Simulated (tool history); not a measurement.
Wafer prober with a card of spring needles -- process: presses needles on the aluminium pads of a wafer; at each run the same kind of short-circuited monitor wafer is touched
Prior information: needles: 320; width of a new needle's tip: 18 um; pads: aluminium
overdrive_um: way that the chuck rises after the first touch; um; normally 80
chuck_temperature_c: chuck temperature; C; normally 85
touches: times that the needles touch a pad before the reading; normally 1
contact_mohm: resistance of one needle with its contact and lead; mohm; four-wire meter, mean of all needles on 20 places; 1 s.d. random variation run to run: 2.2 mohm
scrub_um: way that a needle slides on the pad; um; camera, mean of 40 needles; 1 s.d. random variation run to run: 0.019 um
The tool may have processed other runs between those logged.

run,hour,overdrive_um,chuck_temperature_c,touches,contact_mohm,scrub_um
1,0,80,85,1,240,12.22
2,8.5,80,85,1,242,12.27
# hour 9.9: tips cleaned on abrasive film
3,13.7,80,85,1,243,12.29
4,19.3,80,85,1,242,12.23
# hour 21.7: tips cleaned on abrasive film
5,28.7,80,85,1,240,12.32
# hour 32.6: tips cleaned on abrasive film
6,40.1,80,85,1,242,12.32
# hour 44.1: tips cleaned on abrasive film
7,48.2,80,86,1,244,12.32
8,54,77,85,1,242,11.83
# hour 55.2: tips cleaned on abrasive film
9,62.4,80,85,1,238,12.32
# hour 66.3: tips cleaned on abrasive film
10,71.5,100,85,1,243,15.45
# hour 77.1: tips cleaned on abrasive film
11,79.5,100,85,1,239,15.49
# hour 88: tips cleaned on abrasive film
12,88.6,100,85,1,239,15.49
13,95,100,85,1,247,15.55
# hour 98.8: tips cleaned on abrasive film
14,100.5,100,85,1,241,15.49
15,108.5,100,85,1,238,15.5
# hour 109.9: tips cleaned on abrasive film
16,117.4,78,85,1,243,12.1
# hour 121.2: tips cleaned on abrasive film
17,126.7,80,85,1,247,12.48
# hour 132.1: tips cleaned on abrasive film
18,132.1,97,33,1,226,15.09
19,142.4,97,33,1,233,15.15
# hour 143.6: tips cleaned on abrasive film
20,152.4,75,85,1,242,11.68
# hour 154.8: tips cleaned on abrasive film
21,160.6,75,41,3,230,11.74
# hour 166.5: tips cleaned on abrasive film
22,172.8,72,53,2,237,11.29
# hour 177.8: tips cleaned on abrasive film
23,178.5,73,42,2,235,11.43
# hour 188.9: tips cleaned on abrasive film
24,189,73,40,2,228,11.42
25,194.7,73,55,2,237,11.43
# hour 199.7: tips cleaned on abrasive film
26,206.5,73,87,2,244,11.46
# hour 210.4: tips cleaned on abrasive film
27,212,80,85,1,246,12.51
# hour 214.6: gauge calibrated
# hour 221.6: tips cleaned on abrasive film
28,222.1,95,60,3,235,14.52
29,230.9,60,86,1,244,9.2
# hour 232.7: tips cleaned on abrasive film
30,242.9,68,103,2,246,10.44
# hour 243.8: tips cleaned on abrasive film
# hour 254.7: tips cleaned on abrasive film
31,254.7,73,44,1,234,11.25
# hour 260.1: height of the first contact set anew
32,263.2,93,36,1,227,14.32
# hour 266.1: tips cleaned on abrasive film
33,275.2,93,31,1,228,14.33
# hour 277.3: tips cleaned on abrasive film
34,286.7,67,84,1,246,10.34

Each run again, without the hidden state but with its own random variation kept:
Hidden state at play: debris on the tips, nm; way that the needles fall short of the set height, um; tips' diameter, um; drift of the gauge itself on contact_mohm, %; drift of the gauge itself on scrub_um, %.
run,scrub_um
1,12.22
2,12.26
3,12.27
4,12.2
5,12.28
6,12.27
7,12.25
8,11.76
9,12.23
10,15.32
11,15.34
12,15.33
13,15.38
14,15.31
15,15.3
16,11.93
17,12.29
18,14.86
19,14.89
20,11.47
21,11.52
22,11.06
23,11.19
24,11.17
25,11.17
26,11.18
27,12.2
28,14.51
29,9.19
30,10.41
31,11.21
32,14.23
33,14.22
34,10.25
contact_mohm without the hidden state stays within 1 mohm of what was measured, in all runs.
